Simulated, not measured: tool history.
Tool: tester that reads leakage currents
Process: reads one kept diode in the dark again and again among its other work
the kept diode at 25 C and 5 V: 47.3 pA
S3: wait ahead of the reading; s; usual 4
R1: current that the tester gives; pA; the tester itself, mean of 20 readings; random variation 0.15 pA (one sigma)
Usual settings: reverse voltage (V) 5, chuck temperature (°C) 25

{"run": 1, "hour": 0.0, "reverse voltage (V)": 5, "chuck temperature (°C)": 25, "S3": 4, "R1": 47.8}
{"run": 2, "hour": 21.2, "reverse voltage (V)": 5, "chuck temperature (°C)": 25, "S3": 4, "R1": 47.92}
{"run": 3, "hour": 43.3, "reverse voltage (V)": 5, "chuck temperature (°C)": 25, "S3": 4, "R1": 47.6}
{"run": 4, "hour": 67.3, "reverse voltage (V)": 5, "chuck temperature (°C)": 28, "S3": 4, "R1": 63.85}
{"run": 5, "hour": 104.8, "reverse voltage (V)": 15.48, "chuck temperature (°C)": 25, "S3": 4, "R1": 85.15}
{"run": 6, "hour": 134.1, "reverse voltage (V)": 15.48, "chuck temperature (°C)": 25, "S3": 4, "R1": 85.37}
{"run": 7, "hour": 154.5, "reverse voltage (V)": 15.48, "chuck temperature (°C)": 25, "S3": 0.38, "R1": 97.93}
{"run": 8, "hour": 175.5, "reverse voltage (V)": 5, "chuck temperature (°C)": 25, "S3": 4, "R1": 47.74}
{"run": 9, "hour": 193.6, "reverse voltage (V)": 5, "chuck temperature (°C)": 50, "S3": 1.38, "R1": 449.07}
{"run": 10, "hour": 232.0, "reverse voltage (V)": 1.62, "chuck temperature (°C)": 30, "S3": 2.5, "R1": 43.46}
{"run": 11, "hour": 253.4, "reverse voltage (V)": 5, "chuck temperature (°C)": 26, "S3": 4, "R1": 52.46}
{"run": 12, "hour": 272.3, "reverse voltage (V)": 5, "chuck temperature (°C)": 42, "S3": 7.98, "R1": 227.01}
{"run": 13, "hour": 297.0, "reverse voltage (V)": 5, "chuck temperature (°C)": 24, "S3": 1.14, "R1": 44.49}
{"run": 14, "hour": 320.5, "reverse voltage (V)": 1.51, "chuck temperature (°C)": 32, "S3": 0.57, "R1": 51.28}
{"run": 15, "hour": 339.2, "reverse voltage (V)": 19.55, "chuck temperature (°C)": 48, "S3": 5.65, "R1": 759.58}
{"run": 16, "hour": 362.7, "reverse voltage (V)": 1.98, "chuck temperature (°C)": 47, "S3": 0.36, "R1": 220.02}

The same runs without the tool's hidden state, with the same run-to-run variation:
The hidden state here: stray current of the dirty probe card, pA a volt; current scale over the true one, %; true chuck temperature over the reading, C; drift of the gauge itself on leakage_pa, %.
run=1 R1=47.82
run=2 R1=47.94
run=3 R1=47.62
run=4 R1=63.88
run=5 R1=85.18
run=6 R1=85.4
run=7 R1=97.96
run=8 R1=47.76
run=9 R1=449.3
run=10 R1=43.48
run=11 R1=52.49
run=12 R1=227.14
run=13 R1=44.51
run=14 R1=51.31
run=15 R1=760.03
run=16 R1=220.16
